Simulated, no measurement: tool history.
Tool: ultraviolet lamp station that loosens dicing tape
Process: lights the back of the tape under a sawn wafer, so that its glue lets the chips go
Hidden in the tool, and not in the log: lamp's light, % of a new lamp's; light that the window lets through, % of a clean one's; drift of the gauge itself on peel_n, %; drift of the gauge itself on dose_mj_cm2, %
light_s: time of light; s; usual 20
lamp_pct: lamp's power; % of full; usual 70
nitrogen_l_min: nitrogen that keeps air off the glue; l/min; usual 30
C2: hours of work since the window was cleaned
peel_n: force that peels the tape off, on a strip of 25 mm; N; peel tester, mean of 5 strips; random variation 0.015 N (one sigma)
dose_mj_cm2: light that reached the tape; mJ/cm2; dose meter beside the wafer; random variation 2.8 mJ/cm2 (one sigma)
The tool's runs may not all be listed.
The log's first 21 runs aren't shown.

Run 22, hour 965.9: usual settings but light_s 34 s, lamp_pct 95 % of full, nitrogen_l_min 43 l/min; hours of work of the lamp 132; C2 137. Result: peel_n 0.11 N, dose_mj_cm2 828 mJ/cm2.
Run 23, hour 1021.2: usual settings but light_s 34 s, lamp_pct 84 % of full, nitrogen_l_min 43 l/min; hours of work of the lamp 173; C2 178. Result: peel_n 0.133 N, dose_mj_cm2 713 mJ/cm2.
Run 24, hour 1078.2: usual settings but light_s 17 s, lamp_pct 84 % of full, nitrogen_l_min 38 l/min; hours of work of the lamp 216; C2 221. Result: peel_n 0.869 N, dose_mj_cm2 345 mJ/cm2.
Run 25, hour 1131.7: usual settings but light_s 17 s, lamp_pct 84 % of full, nitrogen_l_min 38 l/min; hours of work of the lamp 257; C2 261. Result: peel_n 0.941 N, dose_mj_cm2 342 mJ/cm2.
Run 26, hour 1191.4: usual settings but light_s 13 s; hours of work of the lamp 302; C2 306. Result: peel_n 2.355 N, dose_mj_cm2 209 mJ/cm2.
Run 27, hour 1242.7: usual settings but nitrogen_l_min 12 l/min; hours of work of the lamp 340; C2 345. Result: peel_n 1.852 N, dose_mj_cm2 311 mJ/cm2.
At hour 1266: window cleaned of glue's vapour.
Run 28, hour 1294.6: usual settings but nitrogen_l_min 25 l/min; hours of work of the lamp 379; C2 22. Result: peel_n 1.122 N, dose_mj_cm2 336 mJ/cm2.
Run 29, hour 1343.7: usual settings but light_s 27 s, lamp_pct 62 % of full, nitrogen_l_min 12 l/min; hours of work of the lamp 416; C2 59. Result: peel_n 1.265 N, dose_mj_cm2 391 mJ/cm2.
Run 30, hour 1399.5: usual settings but light_s 16 s, lamp_pct 62 % of full, nitrogen_l_min 31 l/min; hours of work of the lamp 458; C2 101. Result: peel_n 2.16 N, dose_mj_cm2 227 mJ/cm2.
Run 31, hour 1426.6: usual settings but light_s 12 s, lamp_pct 62 % of full, nitrogen_l_min 49 l/min; hours of work of the lamp 478; C2 121. Result: peel_n 2.9 N, dose_mj_cm2 167 mJ/cm2.
Run 32, hour 1461.5: usual settings but light_s 11 s, lamp_pct 62 % of full, nitrogen_l_min 10 l/min; hours of work of the lamp 505; C2 147. Result: peel_n 4.86 N, dose_mj_cm2 149 mJ/cm2.
Run 33, hour 1496.5: usual settings but light_s 11 s, lamp_pct 88 % of full, nitrogen_l_min 10 l/min; hours of work of the lamp 531; C2 174. Result: peel_n 3.503 N, dose_mj_cm2 209 mJ/cm2.
Run 34, hour 1527.6: usual settings but light_s 13 s, lamp_pct 60 % of full, nitrogen_l_min 26 l/min; hours of work of the lamp 555; C2 197. Result: peel_n 3.382 N, dose_mj_cm2 163 mJ/cm2.
Run 35, hour 1568.1: usual settings but light_s 13 s, lamp_pct 60 % of full, nitrogen_l_min 26 l/min; hours of work of the lamp 585; C2 228. Result: peel_n 3.469 N, dose_mj_cm2 162 mJ/cm2.
Run 36, hour 1615.3: usual settings but lamp_pct 80 % of full, nitrogen_l_min 12 l/min; hours of work of the lamp 621; C2 263. Result: peel_n 1.795 N, dose_mj_cm2 325 mJ/cm2.
Run 37, hour 1642.7: usual settings but light_s 19 s, lamp_pct 80 % of full, nitrogen_l_min 45 l/min; hours of work of the lamp 641; C2 284. Result: peel_n 1.115 N, dose_mj_cm2 299 mJ/cm2.

3 ways to go on from here, each from the tool as it stands after run 37. What would each give?
Run A, hour 1692.8: usual settings but light_s 29 s, lamp_pct 94 % of full, nitrogen_l_min 22 l/min; hours of work of the lamp 679; C2 322. Result: peel_n ?, dose_mj_cm2 ?.
Run B, hour 1692.8: usual settings but light_s 12 s, lamp_pct 72 % of full, nitrogen_l_min 19 l/min; hours of work of the lamp 679; C2 322. Result: peel_n ?, dose_mj_cm2 ?.
Run C, hour 1692.8: usual settings but light_s 19 s, lamp_pct 80 % of full, nitrogen_l_min 36 l/min; hours of work of the lamp 679; C2 322. Result: peel_n ?, dose_mj_cm2 ?.

run  peel_n  dose_mj_cm2
  A   0.428          524
  B   3.718          161
  C   1.285          291
Without the tool's hidden state the same runs would have given:
run  peel_n  dose_mj_cm2
  A   0.151          780
  B    2.27          242
  C   0.512          433

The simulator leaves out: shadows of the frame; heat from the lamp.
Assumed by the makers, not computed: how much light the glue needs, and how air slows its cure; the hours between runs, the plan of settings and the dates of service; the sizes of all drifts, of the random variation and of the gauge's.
